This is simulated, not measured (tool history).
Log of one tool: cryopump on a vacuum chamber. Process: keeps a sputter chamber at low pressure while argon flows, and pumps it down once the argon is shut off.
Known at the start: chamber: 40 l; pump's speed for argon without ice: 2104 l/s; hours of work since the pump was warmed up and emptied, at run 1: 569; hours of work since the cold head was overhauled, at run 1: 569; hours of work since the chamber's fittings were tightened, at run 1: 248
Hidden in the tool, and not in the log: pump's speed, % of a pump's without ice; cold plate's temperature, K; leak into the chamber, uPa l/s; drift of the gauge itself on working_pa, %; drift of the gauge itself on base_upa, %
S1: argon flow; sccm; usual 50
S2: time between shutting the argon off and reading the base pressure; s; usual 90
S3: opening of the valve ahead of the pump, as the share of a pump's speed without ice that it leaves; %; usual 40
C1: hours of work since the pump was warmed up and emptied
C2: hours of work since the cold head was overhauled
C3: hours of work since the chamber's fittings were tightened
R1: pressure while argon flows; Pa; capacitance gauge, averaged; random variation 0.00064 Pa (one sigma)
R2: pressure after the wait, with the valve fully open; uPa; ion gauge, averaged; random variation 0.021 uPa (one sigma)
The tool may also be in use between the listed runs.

{"run": 1, "hour": 0.0, "S1": 50, "S2": 90, "S3": 40, "C1": 569, "C2": 569, "C3": 248, "R1": 0.1142, "R2": 0.68}
{"run": 2, "hour": 12.3, "S1": 50, "S2": 90, "S3": 42, "C1": 577, "C2": 577, "C3": 256, "R1": 0.1101, "R2": 0.66}
{"run": 3, "hour": 25.8, "S1": 50, "S2": 90, "S3": 37, "C1": 586, "C2": 586, "C3": 265, "R1": 0.1215, "R2": 0.7}
{"run": 4, "hour": 37.7, "S1": 50, "S2": 43, "S3": 40, "C1": 594, "C2": 594, "C3": 273, "R1": 0.1134, "R2": 1.11}
{"run": 5, "hour": 57.3, "S1": 30, "S2": 43, "S3": 40, "C1": 606, "C2": 606, "C3": 286, "R1": 0.0682, "R2": 1.12}
{"run": 6, "hour": 71.8, "S1": 30, "S2": 43, "S3": 40, "C1": 616, "C2": 616, "C3": 295, "R1": 0.0678, "R2": 1.12}
{"run": 7, "hour": 93.6, "S1": 50, "S2": 90, "S3": 40, "C1": 630, "C2": 630, "C3": 310, "R1": 0.1151, "R2": 0.7}
{"run": 8, "hour": 108.4, "S1": 50, "S2": 90, "S3": 40, "C1": 640, "C2": 640, "C3": 319, "R1": 0.1156, "R2": 0.74}
{"run": 9, "hour": 121.1, "S1": 50, "S2": 90, "S3": 40, "C1": 649, "C2": 649, "C3": 328, "R1": 0.1157, "R2": 0.75}
{"run": 10, "hour": 136.6, "S1": 50, "S2": 90, "S3": 40, "C1": 659, "C2": 659, "C3": 338, "R1": 0.1153, "R2": 0.75}
{"run": 11, "hour": 159.6, "S1": 50, "S2": 90, "S3": 40, "C1": 674, "C2": 674, "C3": 353, "R1": 0.1153, "R2": 0.7}
{"run": 12, "hour": 177.9, "S1": 91, "S2": 90, "S3": 19, "C1": 686, "C2": 686, "C3": 365, "R1": 0.4138, "R2": 0.74}
{"run": 13, "hour": 195.3, "S1": 91, "S2": 165, "S3": 18, "C1": 698, "C2": 698, "C3": 377, "R1": 0.4374, "R2": 0.54}
{"run": 14, "hour": 215.2, "S1": 91, "S2": 165, "S3": 18, "C1": 711, "C2": 711, "C3": 390, "R1": 0.4382, "R2": 0.57}
{"run": 15, "hour": 234.7, "S1": 40, "S2": 179, "S3": 18, "C1": 724, "C2": 724, "C3": 403, "R1": 0.1919, "R2": 0.6}
{"hour": 259.2, "done": "pump warmed up, emptied and cooled again"}
{"run": 16, "hour": 262.0, "S1": 40, "S2": 179, "S3": 18, "C1": 2, "C2": 738, "C3": 418, "R1": 0.1788, "R2": 0.46}
{"run": 17, "hour": 273.1, "S1": 40, "S2": 179, "S3": 18, "C1": 9, "C2": 746, "C3": 425, "R1": 0.1793, "R2": 0.46}
{"run": 18, "hour": 290.1, "S1": 40, "S2": 179, "S3": 18, "C1": 20, "C2": 757, "C3": 436, "R1": 0.1783, "R2": 0.44}
{"run": 19, "hour": 307.0, "S1": 40, "S2": 48, "S3": 18, "C1": 32, "C2": 768, "C3": 447, "R1": 0.182, "R2": 0.96}
{"run": 20, "hour": 324.7, "S1": 76, "S2": 51, "S3": 40, "C1": 43, "C2": 780, "C3": 459, "R1": 0.1551, "R2": 0.98}
{"run": 21, "hour": 336.2, "S1": 76, "S2": 51, "S3": 40, "C1": 51, "C2": 787, "C3": 467, "R1": 0.1546, "R2": 0.91}
{"run": 22, "hour": 345.4, "S1": 25, "S2": 297, "S3": 20, "C1": 57, "C2": 794, "C3": 473, "R1": 0.1, "R2": 0.38}

Forecast each of these 4 alternatives for the next run:
{"run": "A", "hour": 360.2, "S1": 64, "S2": 170, "S3": 46, "C1": 67, "C2": 803, "C3": 482, "R1": "?", "R2": "?"}
{"run": "B", "hour": 360.2, "S1": 37, "S2": 139, "S3": 16, "C1": 67, "C2": 803, "C3": 482, "R1": "?", "R2": "?"}
{"run": "C", "hour": 360.2, "S1": 24, "S2": 36, "S3": 15, "C1": 67, "C2": 803, "C3": 482, "R1": "?", "R2": "?"}
{"run": "D", "hour": 360.2, "S1": 25, "S2": 232, "S3": 20, "C1": 67, "C2": 803, "C3": 482, "R1": "?", "R2": "?"}

run=A R1=0.1143 R2=0.5
run=B R1=0.1867 R2=0.57
run=C R1=0.13 R2=1.27
run=D R1=0.1009 R2=0.41
Without the tool's hidden state the same runs would have given:
run=A R1=0.1121 R2=0.35
run=B R1=0.1854 R2=0.42
run=C R1=0.1292 R2=1.11
run=D R1=0.1 R2=0.26

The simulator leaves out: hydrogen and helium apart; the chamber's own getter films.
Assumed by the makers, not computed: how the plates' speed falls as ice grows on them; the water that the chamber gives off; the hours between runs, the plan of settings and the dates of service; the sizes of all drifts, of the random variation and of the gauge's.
